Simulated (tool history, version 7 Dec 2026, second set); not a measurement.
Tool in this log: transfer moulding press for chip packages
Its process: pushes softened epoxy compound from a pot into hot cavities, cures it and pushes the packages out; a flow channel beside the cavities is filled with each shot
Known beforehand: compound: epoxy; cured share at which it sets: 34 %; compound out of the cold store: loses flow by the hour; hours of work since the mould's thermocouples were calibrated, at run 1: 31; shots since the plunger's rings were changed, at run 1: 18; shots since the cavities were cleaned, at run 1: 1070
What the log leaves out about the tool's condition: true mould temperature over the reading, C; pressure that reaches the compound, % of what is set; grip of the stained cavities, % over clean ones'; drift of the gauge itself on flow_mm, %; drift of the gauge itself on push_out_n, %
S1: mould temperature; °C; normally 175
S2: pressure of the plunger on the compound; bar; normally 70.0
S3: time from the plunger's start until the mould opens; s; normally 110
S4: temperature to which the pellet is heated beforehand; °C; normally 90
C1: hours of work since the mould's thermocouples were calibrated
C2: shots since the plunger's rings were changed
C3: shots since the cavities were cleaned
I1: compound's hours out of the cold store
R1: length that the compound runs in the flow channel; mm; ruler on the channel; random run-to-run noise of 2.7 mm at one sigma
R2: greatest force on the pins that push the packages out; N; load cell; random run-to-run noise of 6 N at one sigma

run,hour,S1,S2,S3,S4,C1,C2,C3,I1,R1,R2
1,0.0,175,70.0,110,90,31,18,1070,42.3,523,222
# hour 3.7: cavities cleaned with cleaning compound and waxed
2,9.5,175,70.0,110,90,36,101,60,16.9,553,234
3,14.6,175,70.0,110,90,38,153,112,22.5,552,236
4,22.9,175,70.0,110,90,43,238,197,31.9,538,231
5,30.3,175,70.0,110,90,48,314,273,42.0,522,225
6,37.3,175,70.0,110,90,52,385,344,10.0,568,246
7,44.5,175,52.2,90,90,56,460,419,16.5,485,360
8,48.8,175,56.9,95,90,58,504,463,28.5,491,298
9,54.2,175,68.6,110,90,62,559,518,46.7,513,228

What will run 10 give?
10,63.9,175,68.6,110,90,67,659,618,8.1,?,?

R1: 563 mm
R2: 240 N
The same run, on a tool lacking any hidden state, would have yielded R1 563 mm, R2 238 N.
